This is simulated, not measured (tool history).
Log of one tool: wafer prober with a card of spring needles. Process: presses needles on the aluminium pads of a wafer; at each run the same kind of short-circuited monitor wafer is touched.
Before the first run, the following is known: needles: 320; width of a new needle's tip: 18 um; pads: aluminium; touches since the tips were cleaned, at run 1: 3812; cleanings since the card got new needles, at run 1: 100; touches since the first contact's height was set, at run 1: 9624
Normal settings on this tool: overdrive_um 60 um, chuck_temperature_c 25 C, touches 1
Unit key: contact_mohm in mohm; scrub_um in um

run   hour  overdrive_um  chuck_temperature_c  touches  touches since the tips were cleaned  cleanings since the card got new needles  touches since the first contact's height was set  contact_mohm  scrub_um
  1      0            60                   25        1                                 3812                                       100                                              9624           239      7.31
       2.1  -- tips cleaned on abrasive film
      12.3  -- tips cleaned on abrasive film
      22.5  -- tips cleaned on abrasive film
  2   26.7            60                   59        1                                 2438                                       103                                             24847           252      7.33
      30.8  -- tips cleaned on abrasive film
        39  -- tips cleaned on abrasive film
      49.2  -- tips cleaned on abrasive film
      59.3  -- tips cleaned on abrasive film
  3   59.3            60                   59        1                                    0                                       107                                             43407           246       7.3
      67.5  -- tips cleaned on abrasive film
      77.7  -- tips cleaned on abrasive film
      85.8  -- tips cleaned on abrasive film
        96  -- tips cleaned on abrasive film
     105.2  -- tips cleaned on abrasive film
  4  105.2            60                   25        1                                    0                                       112                                             69579           242      7.35
     115.4  -- tips cleaned on abrasive film
     125.6  -- tips cleaned on abrasive film
     133.7  -- tips cleaned on abrasive film
  5  135.8            60                   32        1                                 1210                                       115                                             87063           239      7.34
       142  -- tips cleaned on abrasive film
     152.2  -- tips cleaned on abrasive film
     160.4  -- tips cleaned on abrasive film
  6  164.1            60                   32        1                                 2179                                       118                                            103198           239      7.35
     170.3  -- tips cleaned on abrasive film
     180.5  -- tips cleaned on abrasive film
     190.7  -- tips cleaned on abrasive film
  7  195.7            60                   32        1                                 2921                                       121                                            121231           239      7.32
     199.9  -- tips cleaned on abrasive film
       208  -- tips cleaned on abrasive film
     218.2  -- tips cleaned on abrasive film
  8  226.2            60                   32        1                                 4586                                       124                                            138603           244      7.33
     228.3  -- tips cleaned on abrasive film
     238.5  -- tips cleaned on abrasive film
     246.6  -- tips cleaned on abrasive film
     256.8  -- tips cleaned on abrasive film
       267  -- tips cleaned on abrasive film
  9  267.9            60                   32        1                                  547                                       129                                            162399           241      7.32
     276.1  -- tips cleaned on abrasive film
     284.3  -- tips cleaned on abrasive film
     288.6  -- height of the first contact set anew
     294.8  -- tips cleaned on abrasive film
     302.9  -- tips cleaned on abrasive film
 10  306.6            60                   32        1                                 2142                                       133                                             10280           244      7.35
     312.8  -- tips cleaned on abrasive film
       321  -- tips cleaned on abrasive film
     329.1  -- tips cleaned on abrasive film
     337.3  -- tips cleaned on abrasive film
     345.5  -- tips cleaned on abrasive film
     355.6  -- tips cleaned on abrasive film
 11    359            60                   41        2                                 1932                                       139                                             40109           243      7.39
     365.1  -- tips cleaned on abrasive film
     373.3  -- tips cleaned on abrasive film
     383.5  -- tips cleaned on abrasive film
     393.7  -- tips cleaned on abrasive film
     401.8  -- tips cleaned on abrasive film
 12    404            63                   59        2                                 1232                                       144                                             65751           247      7.71
     410.1  -- tips cleaned on abrasive film
     420.3  -- tips cleaned on abrasive film
     430.5  -- tips cleaned on abrasive film
 13  431.9            63                   59        3                                  820                                       147                                             81682           248      7.77
     440.1  -- tips cleaned on abrasive film
     450.3  -- tips cleaned on abrasive film
     458.4  -- tips cleaned on abrasive film
     468.6  -- tips cleaned on abrasive film
     478.8  -- tips cleaned on abrasive film
 14  485.7            63                   59        3                                 3947                                       152                                            112365           248      7.71
     487.8  -- tips cleaned on abrasive film
     495.9  -- tips cleaned on abrasive film
     506.1  -- tips cleaned on abrasive film
     514.3  -- tips cleaned on abrasive film
     522.5  -- tips cleaned on abrasive film
 15  530.5            63                   59        3                                 4624                                       157                                            137912           244      7.78
     532.6  -- tips cleaned on abrasive film
     542.8  -- tips cleaned on abrasive film
       553  -- tips cleaned on abrasive film
     561.1  -- tips cleaned on abrasive film
     571.3  -- tips cleaned on abrasive film
 16  575.3            60                   36        2                                 2280                                       162                                            163441           239      7.42
     581.4  -- tips cleaned on abrasive film
     589.6  -- tips cleaned on abrasive film
     593.9  -- height of the first contact set anew
       598  -- tips cleaned on abrasive film
 17  604.5            58                  105        2                                 3744                                       165                                              6069           255      7.15

Forecast each of these 5 alternatives for the next run:
     606.7  -- tips cleaned on abrasive film
     616.8  -- tips cleaned on abrasive film
       625  -- tips cleaned on abrasive film
     635.2  -- tips cleaned on abrasive film
     645.4  -- tips cleaned on abrasive film
     655.6  -- tips cleaned on abrasive film
     664.5  -- tips cleaned on abrasive film
  A  664.5            58                  105        1                                    0                                       172                                             40230             ?         ?
     606.7  -- tips cleaned on abrasive film
     616.8  -- tips cleaned on abrasive film
       625  -- tips cleaned on abrasive film
     635.2  -- tips cleaned on abrasive film
     645.4  -- tips cleaned on abrasive film
     655.6  -- tips cleaned on abrasive film
     664.5  -- tips cleaned on abrasive film
  B  664.5            60                  119        1                                    0                                       172                                             40230             ?         ?
     606.7  -- tips cleaned on abrasive film
     616.8  -- tips cleaned on abrasive film
       625  -- tips cleaned on abrasive film
     635.2  -- tips cleaned on abrasive film
     645.4  -- tips cleaned on abrasive film
     655.6  -- tips cleaned on abrasive film
     664.5  -- tips cleaned on abrasive film
  C  664.5            54                   28        1                                    0                                       172                                             40230             ?         ?
     606.7  -- tips cleaned on abrasive film
     616.8  -- tips cleaned on abrasive film
       625  -- tips cleaned on abrasive film
     635.2  -- tips cleaned on abrasive film
     645.4  -- tips cleaned on abrasive film
     655.6  -- tips cleaned on abrasive film
     664.5  -- tips cleaned on abrasive film
  D  664.5            73                  105        2                                    0                                       172                                             40230             ?         ?
     606.7  -- tips cleaned on abrasive film
     616.8  -- tips cleaned on abrasive film
       625  -- tips cleaned on abrasive film
     635.2  -- tips cleaned on abrasive film
     645.4  -- tips cleaned on abrasive film
     655.6  -- tips cleaned on abrasive film
     664.5  -- tips cleaned on abrasive film
  E  664.5            53                   73        3                                    0                                       172                                             40230             ?         ?

run  contact_mohm  scrub_um
  A           260      7.16
  B           265      7.41
  C           237      6.67
  D           256         9
  E           251      6.54
With no hidden state in the tool, these same runs would have given:
run  contact_mohm  scrub_um
  A           260      7.05
  B           265      7.31
  C           237      6.58
  D           256      8.87
  E           251      6.45

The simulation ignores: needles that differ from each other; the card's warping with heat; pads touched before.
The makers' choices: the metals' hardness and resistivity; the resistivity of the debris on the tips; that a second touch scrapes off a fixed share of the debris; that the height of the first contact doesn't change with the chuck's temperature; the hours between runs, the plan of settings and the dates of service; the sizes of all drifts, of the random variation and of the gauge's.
